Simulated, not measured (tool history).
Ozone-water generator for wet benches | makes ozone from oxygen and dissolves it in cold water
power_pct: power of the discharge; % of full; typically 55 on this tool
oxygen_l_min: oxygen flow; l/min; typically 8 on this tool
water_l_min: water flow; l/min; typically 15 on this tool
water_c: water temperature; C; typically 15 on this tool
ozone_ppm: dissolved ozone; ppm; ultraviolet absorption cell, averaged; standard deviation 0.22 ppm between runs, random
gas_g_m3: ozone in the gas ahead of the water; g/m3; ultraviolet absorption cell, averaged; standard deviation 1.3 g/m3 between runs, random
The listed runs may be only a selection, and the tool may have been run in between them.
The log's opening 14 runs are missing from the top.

run	hour	power_pct	oxygen_l_min	water_l_min	water_c	hours of work since the electrodes were changed	hours of work since the contactor was cleaned	hours of work since the thermometer was calibrated	ozone_ppm	gas_g_m3
15	1255.8	55	8	15	15	3029	2603	3132	30.6	227.3
16	1343.9	55	8	15	15	3083	2657	3186	30.5	226.8
17	1446.4	55	8	15	15	3147	2720	3249	30.1	225.8
18	1540.1	55	8	15	15	3205	2778	3307	30.5	228
19	1630.7	55	8	15	15	3260	2834	3363	30.6	226.1
20	1748.2	84	8	15	13	3333	2907	3436	40.6	291.5
21	1871.8	84	8	15	13	3410	2983	3512	40.7	292.8
22	1980	43	6.28	19	15	3476	3050	3579	20.7	212.2
23	2076.3	84	5.41	23	15	3536	3109	3638	25.1	337
24	2198.7	41	5.05	23	15	3611	3185	3714	15.9	223.4
25	2311.7	55	8	15	13	3681	3255	3784	31.1	225.9
26	2384.1	55	8	15	13	3726	3300	3829	31	225.9
27	2437.4	55	8	15	13	3759	3333	3862	31.2	225.1
28	2517	53	6.67	23	13	3808	3382	3911	20.1	235.1
29	2608.5	55	10.66	13	23	3865	3438	3967	27.8	205.7
30	2666.1	85	4.64	15	8	3900	3474	4003	40.6	357
31	2728	73	7.98	12	19	3938	3512	4041	38.4	268
32	2841.5	73	7.98	12	19	4009	3582	4111	38.3	267.5
33	2933.1	72	4.59	17	19	4065	3639	4168	27.6	317.8

Here are 3 independent what-if runs from the current tool condition. What would each one return?
A	3034.3	72	5.09	19	19	4128	3701	4230	?	?
B	3034.3	78	6.49	17	16	4128	3701	4230	?	?
C	3034.3	72	14.1	17	13	4128	3701	4230	?	?

run	ozone_ppm	gas_g_m3
A	25.3	307.4
B	31.5	297.4
C	33.1	214.4
Had the tool no hidden state, the same runs would have come out as:
run	ozone_ppm	gas_g_m3
A	28.7	327.9
B	35.8	318.3
C	37.6	228.7
